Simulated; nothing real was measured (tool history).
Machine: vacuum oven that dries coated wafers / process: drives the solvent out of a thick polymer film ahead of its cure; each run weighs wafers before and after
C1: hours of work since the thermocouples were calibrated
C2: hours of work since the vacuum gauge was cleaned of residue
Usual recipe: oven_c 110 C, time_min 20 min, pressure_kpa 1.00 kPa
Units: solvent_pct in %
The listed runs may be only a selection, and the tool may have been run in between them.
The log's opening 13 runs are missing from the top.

Run 14, hour 618.2: usual settings but oven_c 100 C; C1 521; C2 914. Result: solvent_pct 2.202 %.
Run 15, hour 691.2: usual settings but time_min 14 min; C1 553; C2 946. Result: solvent_pct 1.797 %.
Run 16, hour 751.5: usual settings but oven_c 114 C, time_min 14 min; C1 580; C2 972. Result: solvent_pct 1.341 %.
Run 17, hour 796.8: usual settings but oven_c 114 C, time_min 14 min; C1 600; C2 992. Result: solvent_pct 1.344 %.
Run 18, hour 865.5: usual settings but oven_c 114 C, time_min 14 min; C1 630; C2 1022. Result: solvent_pct 1.325 %.
Run 19, hour 937.1: usual settings but oven_c 114 C, time_min 14 min; C1 661; C2 1053. Result: solvent_pct 1.323 %.
Run 20, hour 972.4: usual settings but oven_c 114 C, time_min 14 min; C1 676; C2 1069. Result: solvent_pct 1.331 %.
At hour 979.8: vacuum gauge cleaned of residue and calibrated.
Run 21, hour 1038.5: usual settings but oven_c 116 C, pressure_kpa 2.32 kPa; C1 705; C2 26. Result: solvent_pct 1.232 %.
At hour 1109.3: vacuum gauge cleaned of residue and calibrated, once more.
Run 22, hour 1111.7: usual settings but oven_c 111 C, pressure_kpa 0.52 kPa; C1 736; C2 1. Result: solvent_pct 0.614 %.

What does the tool deliver on the next run?
Run 23, hour 1172.4: usual settings but oven_c 111 C, pressure_kpa 0.52 kPa; C1 763; C2 28. Result: solvent_pct ?.

{"run 23": {"solvent_pct": 0.603}}
Minus the tool's unlogged condition, the same run would have read solvent_pct 0.722 %.
